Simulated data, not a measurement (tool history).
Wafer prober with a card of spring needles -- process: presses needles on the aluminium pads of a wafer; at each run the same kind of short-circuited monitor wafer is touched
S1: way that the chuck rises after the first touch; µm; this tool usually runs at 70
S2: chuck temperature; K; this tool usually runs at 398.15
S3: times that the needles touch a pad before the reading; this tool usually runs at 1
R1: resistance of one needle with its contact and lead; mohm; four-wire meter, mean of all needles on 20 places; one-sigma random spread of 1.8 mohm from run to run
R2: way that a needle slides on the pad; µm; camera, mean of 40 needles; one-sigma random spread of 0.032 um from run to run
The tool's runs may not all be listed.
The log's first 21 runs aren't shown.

Run 22, hour 215.4: usual settings but S1 82 µm, S2 391.15 K, S3 2. Result: R1 219 mohm, R2 20.09 µm.
Run 23, hour 224.8: usual settings but S1 89 µm, S2 314.15 K, S3 2. Result: R1 210 mohm, R2 21.73 µm.
At hour 232.6: tips cleaned on abrasive film.
Run 24, hour 232.8: usual settings but S1 62 µm, S2 315.15 K. Result: R1 187 mohm, R2 15.09 µm.
Run 25, hour 243.8: usual settings but S1 63 µm, S2 315.15 K. Result: R1 257 mohm, R2 15.34 µm.
Run 26, hour 250.5: usual settings but S1 86 µm, S3 2. Result: R1 218 mohm, R2 21.03 µm.
Run 27, hour 263.9: usual settings but S1 85 µm, S2 338.15 K, S3 2. Result: R1 215 mohm, R2 20.83 µm.
Run 28, hour 269.9: usual settings but S1 59 µm, S2 386.15 K, S3 2. Result: R1 254 mohm, R2 14.3 µm.
At hour 271.4: tips cleaned on abrasive film.
Run 29, hour 282.4: usual settings but S1 59 µm, S2 332.15 K, S3 3. Result: R1 211 mohm, R2 14.32 µm.
Run 30, hour 292.4: usual settings but S1 59 µm, S2 332.15 K, S3 3. Result: R1 218 mohm, R2 14.3 µm.
Run 31, hour 304.6: usual settings but S1 59 µm, S2 332.15 K, S3 3. Result: R1 226 mohm, R2 14.34 µm.

Here are 4 independent what-if runs from the current tool condition. What would each one return?
At hour 309.8: tips cleaned on abrasive film.
Run A, hour 315.3: usual settings but S1 78 µm, S2 313.15 K. Result: R1 ?, R2 ?.
At hour 309.8: tips cleaned on abrasive film.
Run B, hour 315.3: usual settings but S1 51 µm, S2 390.15 K. Result: R1 ?, R2 ?.
At hour 309.8: tips cleaned on abrasive film.
Run C, hour 315.3: usual settings but S1 55 µm, S2 332.15 K, S3 2. Result: R1 ?, R2 ?.
At hour 309.8: tips cleaned on abrasive film.
Run D, hour 315.3: usual settings but S1 53 µm, S2 337.15 K, S3 3. Result: R1 ?, R2 ?.

run   R1     R2
  A  210  18.98
  B  264  12.29
  C  225  13.29
  D  206  12.73
Take away the tool's hidden state, keep each run's random variation, and the runs would have read:
run   R1     R2
  A  169  19.39
  B  188  12.69
  C  180   13.7
  D  178  13.13
